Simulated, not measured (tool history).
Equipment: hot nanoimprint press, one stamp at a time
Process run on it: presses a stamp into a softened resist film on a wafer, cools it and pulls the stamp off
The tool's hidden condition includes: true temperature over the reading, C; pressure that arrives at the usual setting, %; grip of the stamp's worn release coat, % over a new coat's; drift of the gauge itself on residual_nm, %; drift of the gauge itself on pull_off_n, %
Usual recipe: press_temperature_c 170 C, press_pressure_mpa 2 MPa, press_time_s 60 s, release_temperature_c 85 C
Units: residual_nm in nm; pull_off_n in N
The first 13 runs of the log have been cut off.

run    day  press_temperature_c  press_pressure_mpa  press_time_s  release_temperature_c  hours of work since the thermocouple was calibrated  imprints on the stamp's release coat  hours of work since the press's seals were changed  residual_nm  pull_off_n
 14  4.758                  170                   2            60                     85                                                  370                                   939                                                 114        110.2         136
 15  5.125                  170                   2            31                     85                                                  373                                   965                                                 117        133.4         139
 16  5.396                  182                   2            42                     72                                                  376                                   985                                                 120         76.2         152
 17  5.738                  174                   2           102                     81                                                  380                                  1009                                                 123         76.2         140
 18   5.95                  174                2.79           102                     90                                                  382                                  1024                                                 126         64.2         135
 19  6.425                  169                2.79            38                     90                                                  387                                  1058                                                 130        114.6         133
 20  6.696                  177                3.17           112                     76                                                  389                                  1078                                                 133         50.4         150
 21  7.046                  177                3.17           112                     76                                                  393                                  1103                                                 137         51.4         150
 22  7.379                  166                1.65            60                     85                                                  396                                  1127                                                 140        139.1         141
 23  7.579                  170                   2            55                     76                                                  398                                  1141                                                 142          114         152
 24  7.821                  170                2.17            60                     85                                                  401                                  1159                                                 145        106.9         144
 25  8.042                  171                2.41            47                     80                                                  403                                  1174                                                 147        105.4         146
 26  8.312                  161                2.36            83                     79                                                  406                                  1194                                                 150        135.1         149
 27  8.517                  170                   2            63                     85                                                  408                                  1209                                                 152        109.4         146
 28  8.971                  170                   2            63                     85                                                  412                                  1241                                                 156        109.1         144
 29  9.188                  168                2.37            55                     85                                                  415                                  1257                                                 158        114.5         145
 30  9.571                  168                 2.6            55                     91                                                  419                                  1284                                                 162        110.5         141

Here are 3 independent what-if runs from the current tool condition. What would each one return?
  A  9.871                  158                 2.6            55                     91                                                  422                                  1306                                                 165            ?           ?
  B  9.871                  169                   2            81                     85                                                  422                                  1306                                                 165            ?           ?
  C  9.871                  163                1.48            55                     84                                                  422                                  1306                                                 165            ?           ?

run  residual_nm  pull_off_n
  A        157.1         143
  B        103.5         148
  C          159         151
Stripped of hidden state, with their random variation kept, the same runs would have yielded:
run  residual_nm  pull_off_n
  A        146.3          99
  B         93.6         103
  C        149.5         105
